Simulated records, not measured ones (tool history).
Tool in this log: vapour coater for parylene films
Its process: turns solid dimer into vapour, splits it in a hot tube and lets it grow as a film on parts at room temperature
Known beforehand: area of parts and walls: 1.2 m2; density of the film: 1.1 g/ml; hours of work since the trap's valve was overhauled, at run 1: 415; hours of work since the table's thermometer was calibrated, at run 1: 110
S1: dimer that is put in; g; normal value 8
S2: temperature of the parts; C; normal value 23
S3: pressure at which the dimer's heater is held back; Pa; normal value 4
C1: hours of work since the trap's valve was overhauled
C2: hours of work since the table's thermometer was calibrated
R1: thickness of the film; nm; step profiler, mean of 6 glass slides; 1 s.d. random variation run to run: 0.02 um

run	hour	S1	S2	S3	C1	C2	R1
1	0	8	23	4	415	110	4450
2	18.6	8	23	4	422	118	4450
3	33.9	5	23	4	429	124	2770
4	49.3	5	23	4	435	130	2800
5	65.7	5	23	4	442	137	2830
6	78.8	8	33	4	447	143	3340
7	95.9	6	23	4	454	150	3390
8	114.2	8	23	4	462	157	4470
9	128	8	23	4	468	163	4510
10	142.1	8	23	4	474	169	4510
11	155	8	23	11.13	479	174	3590
# hour 166.9: trap's valve overhauled
12	171.6	8	23	11.13	2	179	3610
13	192.5	8	23	9.46	11	188	3710
14	216.2	8	23	9.46	20	198	3760
15	236.7	8	23	9.46	29	206	3760
16	248.5	8	23	9.46	34	211	3740
# hour 254.8: gauge calibrated
17	263	8	23	9.46	40	217	3660
18	275.1	8	23	9.46	45	222	3660
19	297.6	8	23	9.46	54	232	3690
20	316.3	8	23	9.46	62	239	3700
21	337.3	8	23	7.37	71	248	3930
22	356.2	8	23	7.37	78	256	3920
23	371.3	8	23	7.37	85	262	3960
24	392.8	8	23	7.37	94	271	3880
25	412	8	23	7.37	102	279	3940
26	429.5	12	20	3.96	109	286	7430
27	450.8	5	23	4	118	295	2880
28	464.6	4	30	6.96	123	301	1640
29	477.4	4	30	6.96	129	306	1620
30	494	5	23	2.89	136	313	3070
31	517.9	5	23	4	146	323	2870
32	527.9	6	20	2.49	150	327	4170
33	547.6	8	23	2.22	158	335	5250
34	563.8	8	32	2.16	165	342	4050
35	585.5	8	32	6.62	174	351	3150
36	601.6	8	22	4	180	358	4740
37	615.5	3	23	2.19	186	363	1970
38	629.4	10	21	5.22	192	369	5720
39	639.2	12	17	5.22	196	373	7770
40	649.2	12	17	5.22	200	377	7740
41	661.5	12	23	7.04	205	383	6020
42	675.1	8	21	4	211	388	4900
43	689	5	23	4.74	216	394	2780

Run 44, settings as shown, results not yet in. Your forecast:
44	701.8	5	23	4.74	222	399	?

R1: 2770 nm
Minus the tool's unlogged condition, the same run would have read R1 2670 nm.
